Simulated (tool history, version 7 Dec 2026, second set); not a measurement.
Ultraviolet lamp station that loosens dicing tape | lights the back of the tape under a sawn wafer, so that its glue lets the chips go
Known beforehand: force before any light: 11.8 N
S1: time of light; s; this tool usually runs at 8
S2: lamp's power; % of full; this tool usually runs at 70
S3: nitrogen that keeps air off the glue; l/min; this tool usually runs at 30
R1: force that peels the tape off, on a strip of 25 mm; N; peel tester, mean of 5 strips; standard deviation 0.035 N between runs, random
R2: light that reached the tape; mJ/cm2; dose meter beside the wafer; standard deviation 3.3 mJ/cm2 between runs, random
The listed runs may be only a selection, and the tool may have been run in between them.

{"run": 1, "day": 0.0, "S1": 8, "S2": 70, "S3": 30, "R1": 1.732, "R2": 515}
{"run": 2, "day": 1.796, "S1": 8, "S2": 70, "S3": 30, "R1": 1.728, "R2": 517}
{"run": 3, "day": 4.458, "S1": 8, "S2": 70, "S3": 30, "R1": 1.784, "R2": 516}
{"run": 4, "day": 5.671, "S1": 12, "S2": 70, "S3": 30, "R1": 0.732, "R2": 768}
{"run": 5, "day": 8.562, "S1": 12, "S2": 70, "S3": 30, "R1": 0.714, "R2": 774}
{"run": 6, "day": 11.408, "S1": 10, "S2": 70, "S3": 30, "R1": 1.125, "R2": 647}
{"run": 7, "day": 13.525, "S1": 10, "S2": 70, "S3": 30, "R1": 1.081, "R2": 651}
{"run": 8, "day": 15.6, "S1": 10, "S2": 70, "S3": 30, "R1": 1.127, "R2": 652}
{"run": 9, "day": 17.083, "S1": 10, "S2": 70, "S3": 30, "R1": 1.109, "R2": 648}
{"run": 10, "day": 19.283, "S1": 10, "S2": 70, "S3": 30, "R1": 1.107, "R2": 643}
{"run": 11, "day": 21.454, "S1": 8, "S2": 93, "S3": 14, "R1": 1.727, "R2": 690}
{"run": 12, "day": 23.625, "S1": 4, "S2": 68, "S3": 14, "R1": 5.735, "R2": 254}
{"run": 13, "day": 24.888, "S1": 5, "S2": 76, "S3": 12, "R1": 4.664, "R2": 359}
{"run": 14, "day": 26.5, "S1": 5, "S2": 76, "S3": 12, "R1": 4.431, "R2": 353}
{"run": 15, "day": 28.112, "S1": 6, "S2": 99, "S3": 41, "R1": 1.283, "R2": 550}
{"run": 16, "day": 31.008, "S1": 9, "S2": 69, "S3": 20, "R1": 1.92, "R2": 578}
{"run": 17, "day": 32.762, "S1": 8, "S2": 81, "S3": 30, "R1": 1.273, "R2": 598}
{"run": 18, "day": 35.679, "S1": 8, "S2": 81, "S3": 30, "R1": 1.329, "R2": 601}
{"run": 19, "day": 37.362, "S1": 8, "S2": 70, "S3": 11, "R1": 3.126, "R2": 523}
{"run": 20, "day": 39.875, "S1": 5, "S2": 70, "S3": 51, "R1": 2.876, "R2": 323}

Withheld: 1 entry from between the runs. Position of each, and hidden state at the listed run before versus the listed run after:
From run 10 to run 11: window cleaned of glue's vapour (day 20.788)
  light that the window lets through, % of a clean one's: 99.9 -> 100

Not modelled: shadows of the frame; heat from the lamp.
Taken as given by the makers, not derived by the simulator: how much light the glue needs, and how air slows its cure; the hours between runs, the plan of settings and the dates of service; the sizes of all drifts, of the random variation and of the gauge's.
